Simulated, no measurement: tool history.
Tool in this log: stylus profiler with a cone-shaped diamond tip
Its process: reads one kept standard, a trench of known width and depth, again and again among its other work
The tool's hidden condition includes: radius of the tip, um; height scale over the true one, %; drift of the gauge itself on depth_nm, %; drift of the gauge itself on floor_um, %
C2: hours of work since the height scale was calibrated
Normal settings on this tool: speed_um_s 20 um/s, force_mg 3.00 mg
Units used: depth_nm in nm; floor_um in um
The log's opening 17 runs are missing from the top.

run 18 day=51.158 | speed_um_s=7 force_mg=3.00 | scans_with_this_tip=1468 C2=117 | depth_nm=1015.93 floor_um=15.98
run 19 day=54.212 | speed_um_s=7 force_mg=3.00 | scans_with_this_tip=1862 C2=148 | depth_nm=1015.93 floor_um=15.90
run 20 day=56.850 | speed_um_s=64 force_mg=6.09 | scans_with_this_tip=2201 C2=175 | depth_nm=1025.82 floor_um=15.59
run 21 day=59.933 | speed_um_s=8 force_mg=3.00 | scans_with_this_tip=2597 C2=206 | depth_nm=1016.08 floor_um=15.70
run 22 day=63.750 | speed_um_s=8 force_mg=3.00 | scans_with_this_tip=3088 C2=245 | depth_nm=1016.01 floor_um=15.56
run 23 day=66.008 | speed_um_s=8 force_mg=3.00 | scans_with_this_tip=3378 C2=268 | depth_nm=1016.47 floor_um=15.45
run 24 day=70.254 | speed_um_s=18 force_mg=3.75 | scans_with_this_tip=3925 C2=312 | depth_nm=1019.15 floor_um=15.26
run 25 day=74.033 | speed_um_s=18 force_mg=3.75 | scans_with_this_tip=4411 C2=350 | depth_nm=1019.14 floor_um=15.14
run 26 day=78.012 | speed_um_s=18 force_mg=3.75 | scans_with_this_tip=4923 C2=391 | depth_nm=1019.20 floor_um=15.05
run 27 day=81.033 | speed_um_s=18 force_mg=3.75 | scans_with_this_tip=5311 C2=422 | depth_nm=1019.15 floor_um=14.93
run 28 day=83.904 | speed_um_s=23 force_mg=3.24 | scans_with_this_tip=5681 C2=451 | depth_nm=1017.81 floor_um=14.75
run 29 day=86.567 | speed_um_s=7 force_mg=2.13 | scans_with_this_tip=6023 C2=478 | depth_nm=1013.56 floor_um=14.79
run 30 day=89.117 | speed_um_s=15 force_mg=1.08 | scans_with_this_tip=6351 C2=504 | depth_nm=1009.13 floor_um=14.59
run 31 day=90.933 | speed_um_s=7 force_mg=3.00 | scans_with_this_tip=6585 C2=523 | depth_nm=1016.91 floor_um=14.71
run 32 day=92.958 | speed_um_s=51 force_mg=1.56 | scans_with_this_tip=6846 C2=543 | depth_nm=1011.34 floor_um=14.22
run 33 day=96.238 | speed_um_s=51 force_mg=1.56 | scans_with_this_tip=7267 C2=577 | depth_nm=1011.44 floor_um=14.14
run 34 day=99.988 | speed_um_s=5 force_mg=2.16 | scans_with_this_tip=7750 C2=615 | depth_nm=1014.31 floor_um=14.41
run 35 day=103.658 | speed_um_s=46 force_mg=2.97 | scans_with_this_tip=8222 C2=653 | depth_nm=1017.11 floor_um=14.12

4 ways to go on from here, each from the tool as it stands after run 35. What would each give?
run A day=106.188 | speed_um_s=27 force_mg=1.17 | scans_with_this_tip=8547 C2=678 | depth_nm=? floor_um=?
run B day=106.188 | speed_um_s=42 force_mg=1.68 | scans_with_this_tip=8547 C2=678 | depth_nm=? floor_um=?
run C day=106.188 | speed_um_s=21 force_mg=5.93 | scans_with_this_tip=8547 C2=678 | depth_nm=? floor_um=?
run D day=106.188 | speed_um_s=59 force_mg=3.00 | scans_with_this_tip=8547 C2=678 | depth_nm=? floor_um=?

run=A depth_nm=1010.07 floor_um=14.05
run=B depth_nm=1012.57 floor_um=14.01
run=C depth_nm=1026.84 floor_um=14.21
run=D depth_nm=1017.27 floor_um=13.97
Stripped of hidden state, with their random variation kept, the same runs would have yielded:
run=A depth_nm=1008.62 floor_um=16.30
run=B depth_nm=1011.12 floor_um=16.26
run=C depth_nm=1025.37 floor_um=16.46
run=D depth_nm=1015.81 floor_um=16.22
